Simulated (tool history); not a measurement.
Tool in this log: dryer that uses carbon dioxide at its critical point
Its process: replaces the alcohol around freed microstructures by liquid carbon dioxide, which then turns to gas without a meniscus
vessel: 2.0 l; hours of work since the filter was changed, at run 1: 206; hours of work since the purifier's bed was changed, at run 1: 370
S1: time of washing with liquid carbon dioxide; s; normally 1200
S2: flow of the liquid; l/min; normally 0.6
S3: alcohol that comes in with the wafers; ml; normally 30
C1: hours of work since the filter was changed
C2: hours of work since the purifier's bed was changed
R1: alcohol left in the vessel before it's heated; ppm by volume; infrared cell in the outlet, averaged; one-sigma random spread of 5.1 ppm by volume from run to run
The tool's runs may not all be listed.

| run | hour | S1 | S2 | S3 | C1 | C2 | R1 |
|---|---|---|---|---|---|---|---|
| 1 | 0 | 1200 | 0.6 | 30 | 206 | 370 | 124 |
| 2 | 27.4 | 1200 | 0.6 | 30 | 225 | 389 | 134 |
| 3 | 58.5 | 1200 | 0.6 | 30 | 247 | 410 | 135 |
| 4 | 89.9 | 1200 | 0.6 | 30 | 268 | 432 | 139 |
| 5 | 124 | 1200 | 0.6 | 30 | 292 | 455 | 153 |
| 6 | 156.1 | 1200 | 0.6 | 30 | 314 | 477 | 152 |
| 7 | 172.6 | 1200 | 0.6 | 30 | 325 | 489 | 146 |
| 8 | 196.2 | 1200 | 0.6 | 30 | 342 | 505 | 159 |
| 9 | 223 | 1200 | 0.6 | 30 | 360 | 524 | 159 |
| 10 | 243.9 | 1200 | 0.6 | 30 | 375 | 538 | 149 |
| 11 | 264 | 1200 | 0.6 | 30 | 388 | 552 | 157 |
| 12 | 294.8 | 1200 | 0.6 | 30 | 410 | 573 | 173 |
| 13 | 329.6 | 1200 | 0.6 | 30 | 434 | 597 | 165 |
| 14 | 360.1 | 1200 | 0.6 | 30 | 455 | 618 | 169 |
| 15 | 380.4 | 1200 | 0.6 | 30 | 469 | 632 | 183 |
|  | 388.3 | inlet filter changed |
| 16 | 411 | 1200 | 0.6 | 37 | 16 | 653 | 189 |
|  | 419.6 | purifier's bed changed |
| 17 | 433.1 | 1200 | 0.6 | 37 | 29 | 9 | 63 |
| 18 | 464.4 | 1200 | 0.6 | 30 | 50 | 31 | 71 |
| 19 | 501.2 | 1200 | 0.6 | 30 | 76 | 56 | 68 |
| 20 | 518.2 | 1200 | 0.6 | 30 | 88 | 68 | 70 |
| 21 | 550.1 | 1200 | 0.6 | 30 | 110 | 90 | 66 |
| 22 | 586.9 | 1200 | 0.413 | 30 | 135 | 116 | 328 |
| 23 | 619.4 | 960 | 0.6 | 31 | 157 | 138 | 202 |
| 24 | 636.2 | 1080 | 0.403 | 25 | 169 | 150 | 442 |
| 25 | 655.8 | 900 | 0.6 | 47 | 183 | 163 | 378 |
| 26 | 686.7 | 900 | 0.6 | 47 | 204 | 184 | 395 |
| 27 | 711.7 | 900 | 0.618 | 40 | 221 | 202 | 305 |
| 28 | 736.8 | 1260 | 0.6 | 30 | 238 | 219 | 90 |
| 29 | 757.2 | 720 | 0.643 | 30 | 253 | 233 | 454 |
| 30 | 786.9 | 720 | 0.643 | 30 | 273 | 254 | 462 |
| 31 | 809 | 720 | 0.643 | 30 | 288 | 269 | 473 |
| 32 | 834 | 900 | 0.865 | 30 | 306 | 286 | 89 |
| 33 | 852.3 | 1500 | 0.537 | 21 | 318 | 299 | 74 |
| 34 | 874.4 | 1500 | 0.537 | 23 | 333 | 314 | 74 |
| 35 | 898 | 1380 | 0.526 | 41 | 350 | 330 | 126 |
| 36 | 914.4 | 1200 | 0.599 | 40 | 361 | 342 | 140 |
| 37 | 935.6 | 1200 | 0.41 | 50 | 376 | 356 | 647 |
| 38 | 964.1 | 1260 | 0.806 | 45 | 395 | 376 | 79 |
| 39 | 995.6 | 1200 | 0.531 | 37 | 417 | 398 | 223 |
| 40 | 1030.1 | 1080 | 0.88 | 25 | 441 | 421 | 78 |
| 41 | 1050 | 1200 | 0.748 | 36 | 455 | 435 | 98 |
| 42 | 1071.1 | 1200 | 0.894 | 24 | 469 | 450 | 72 |

What if the next run were any one of these 5? Each begins from the tool's condition after run 42:
|  | 1077.7 | inlet filter changed |
| A | 1100.8 | 780 | 0.637 | 24 | 16 | 470 | ? |
|  | 1077.7 | inlet filter changed |
| B | 1100.8 | 1200 | 0.894 | 57 | 16 | 470 | ? |
|  | 1077.7 | inlet filter changed |
| C | 1100.8 | 1200 | 0.6 | 67 | 16 | 470 | ? |
|  | 1077.7 | inlet filter changed |
| D | 1100.8 | 1620 | 0.894 | 43 | 16 | 470 | ? |
|  | 1077.7 | inlet filter changed |
| E | 1100.8 | 780 | 0.377 | 94 | 16 | 470 | ? |

| run | R1 |
|---|---|
| A | 320 |
| B | 89 |
| C | 195 |
| D | 85 |
| E | 4607 |
Without the tool's hidden state the same runs would have given:
| run | R1 |
|---|---|
| A | 236 |
| B | 11 |
| C | 112 |
| D | 7 |
| E | 4449 |
